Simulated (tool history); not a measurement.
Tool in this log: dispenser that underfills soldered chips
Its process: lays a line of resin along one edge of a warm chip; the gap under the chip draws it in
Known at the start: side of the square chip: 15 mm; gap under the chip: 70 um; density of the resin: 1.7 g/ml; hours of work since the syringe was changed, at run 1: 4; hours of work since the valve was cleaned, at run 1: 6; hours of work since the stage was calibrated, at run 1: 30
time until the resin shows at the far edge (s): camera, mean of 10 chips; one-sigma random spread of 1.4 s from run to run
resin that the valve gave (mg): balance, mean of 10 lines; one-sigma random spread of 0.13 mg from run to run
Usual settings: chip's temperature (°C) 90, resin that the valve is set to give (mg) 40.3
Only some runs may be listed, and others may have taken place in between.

run	hour	chip's temperature (°C)	resin that the valve is set to give (mg)	hours of work since the syringe was changed	hours of work since the valve was cleaned	hours of work since the stage was calibrated	time until the resin shows at the far edge (s)	resin that the valve gave (mg)
1	0.0	90	40.3	4	6	30	162.3	40.20
# hour 5.7: new syringe of resin
2	6.8	90	40.3	1	10	35	138.0	40.19
3	11.9	87	40.3	5	14	39	193.8	40.36
# hour 16.4: new syringe of resin
4	16.8	90	40.3	0	18	42	136.1	39.82
5	22.0	90	40.3	4	22	46	176.6	40.06
6	25.2	90	40.3	7	24	49	203.3	40.25
# hour 27.3: new syringe of resin
7	30.4	90	40.3	2	28	52	153.0	39.79
8	34.6	87	40.3	6	31	56	206.5	40.13

Run 9 has not been measured yet. What should we expect?
# hour 37.7: new syringe of resin
9	40.1	87	40.3	2	35	60	?	?

time until the resin shows at the far edge (s): 158.7
resin that the valve gave (mg): 39.67
With the hidden condition absent and the run-to-run variation left alone, this run would have shown time until the resin shows at the far edge (s) 144.6, resin that the valve gave (mg) 40.20.
